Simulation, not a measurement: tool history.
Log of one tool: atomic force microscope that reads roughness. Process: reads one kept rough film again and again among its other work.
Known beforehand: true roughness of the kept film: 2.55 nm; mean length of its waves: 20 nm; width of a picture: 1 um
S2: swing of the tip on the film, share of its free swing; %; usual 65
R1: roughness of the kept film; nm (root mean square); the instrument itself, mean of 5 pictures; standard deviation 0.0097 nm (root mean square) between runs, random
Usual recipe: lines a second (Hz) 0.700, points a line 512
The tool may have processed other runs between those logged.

Run 1, hour 0.0: usual settings. Result: R1 1.930 nm (root mean square).
Run 2, hour 65.0: usual settings. Result: R1 1.860 nm (root mean square).
Run 3, hour 107.5: usual settings. Result: R1 1.817 nm (root mean square).
Run 4, hour 153.6: usual settings but lines a second (Hz) 0.564. Result: R1 1.779 nm (root mean square).
Run 5, hour 223.4: usual settings but lines a second (Hz) 0.564. Result: R1 1.731 nm (root mean square).
At hour 270.8: new tip fitted.
Run 6, hour 289.1: usual settings but points a line 944. Result: R1 2.128 nm (root mean square).
Run 7, hour 344.4: usual settings but points a line 944. Result: R1 2.048 nm (root mean square).
Run 8, hour 378.2: usual settings but points a line 944. Result: R1 2.010 nm (root mean square).
Run 9, hour 410.6: usual settings. Result: R1 1.961 nm (root mean square).
Run 10, hour 477.5: usual settings. Result: R1 1.863 nm (root mean square).
Run 11, hour 540.1: usual settings. Result: R1 1.813 nm (root mean square).
Run 12, hour 596.7: usual settings but points a line 753. Result: R1 1.754 nm (root mean square).
At hour 601.4: height scale calibrated on a step standard.
Run 13, hour 652.2: usual settings but points a line 832. Result: R1 1.676 nm (root mean square).
Run 14, hour 698.1: usual settings but points a line 832. Result: R1 1.637 nm (root mean square).
At hour 704.5: new tip fitted.
Run 15, hour 737.0: usual settings but points a line 832. Result: R1 2.102 nm (root mean square).
Run 16, hour 795.0: usual settings but points a line 832. Result: R1 2.004 nm (root mean square).
Run 17, hour 841.8: usual settings but points a line 832. Result: R1 1.952 nm (root mean square).
Run 18, hour 889.2: usual settings but lines a second (Hz) 0.609, S2 77 %, points a line 293. Result: R1 1.820 nm (root mean square).
Run 19, hour 953.3: usual settings but lines a second (Hz) 1.172, S2 69 %. Result: R1 1.796 nm (root mean square).
At hour 989.2: height scale calibrated on a step standard, once more.
Run 20, hour 989.2: usual settings but lines a second (Hz) 1.172, S2 69 %. Result: R1 1.821 nm (root mean square).
Run 21, hour 1026.6: usual settings but lines a second (Hz) 1.172, S2 69 %. Result: R1 1.781 nm (root mean square).
Run 22, hour 1086.7: usual settings but lines a second (Hz) 3.001, S2 81 %. Result: R1 1.504 nm (root mean square).
At hour 1136.8: new tip fitted.
Run 23, hour 1150.7: usual settings but lines a second (Hz) 2.515, points a line 297. Result: R1 2.049 nm (root mean square).
Run 24, hour 1208.2: usual settings but lines a second (Hz) 2.515, points a line 297. Result: R1 1.973 nm (root mean square).
Run 25, hour 1246.3: usual settings but lines a second (Hz) 2.411, points a line 465. Result: R1 1.960 nm (root mean square).
Run 26, hour 1314.2: usual settings but lines a second (Hz) 0.651, S2 64 %, points a line 633. Result: R1 1.969 nm (root mean square).
Run 27, hour 1347.6: usual settings but lines a second (Hz) 0.651, S2 64 %, points a line 633. Result: R1 1.941 nm (root mean square).
Run 28, hour 1409.8: usual settings but lines a second (Hz) 1.417, S2 80 %, points a line 263. Result: R1 1.710 nm (root mean square).
Run 29, hour 1464.1: usual settings but lines a second (Hz) 1.655, S2 89 %, points a line 675. Result: R1 1.586 nm (root mean square).
Run 30, hour 1505.4: usual settings but lines a second (Hz) 0.773, points a line 547. Result: R1 1.760 nm (root mean square).
Run 31, hour 1543.8: usual settings but lines a second (Hz) 0.773, points a line 547. Result: R1 1.730 nm (root mean square).
At hour 1567.5: new tip fitted.
Run 32, hour 1613.2: usual settings but lines a second (Hz) 1.134, S2 57 %, points a line 695. Result: R1 2.137 nm (root mean square).
Run 33, hour 1673.4: usual settings but lines a second (Hz) 3.503, points a line 738. Result: R1 1.920 nm (root mean square).

Selected run-to-run steps in R1, each split into two signed amounts: the part the tool would show with no hidden state at all (from settings, incoming material and random variation), and the remainder, which goes to the hidden state together with any gauge scatter not common to the measured and the hidden-state-free results:
The tool's hidden condition here consists of: radius of the tip, nm; height scale over the true one, %; drift of the gauge itself on roughness_nm, %.
Run 5 -> 6: lines a second (Hz) 0.564 -> 0.700, points a line 512 -> 944, new tip fitted. R1 +0.397 nm (root mean square): hidden state +0.403, all else -0.006.
Run 14 -> 15: new tip fitted. R1 +0.465 nm (root mean square): hidden state +0.452, all else +0.013.
Run 22 -> 23: lines a second (Hz) 3.001 -> 2.515, S2 81 -> 65, points a line 512 -> 297, new tip fitted. R1 +0.545 nm (root mean square): hidden state +0.351, all else +0.194.
Run 31 -> 32: lines a second (Hz) 0.773 -> 1.134, S2 65 -> 57, points a line 547 -> 695, new tip fitted. R1 +0.407 nm (root mean square): hidden state +0.399, all else +0.008.

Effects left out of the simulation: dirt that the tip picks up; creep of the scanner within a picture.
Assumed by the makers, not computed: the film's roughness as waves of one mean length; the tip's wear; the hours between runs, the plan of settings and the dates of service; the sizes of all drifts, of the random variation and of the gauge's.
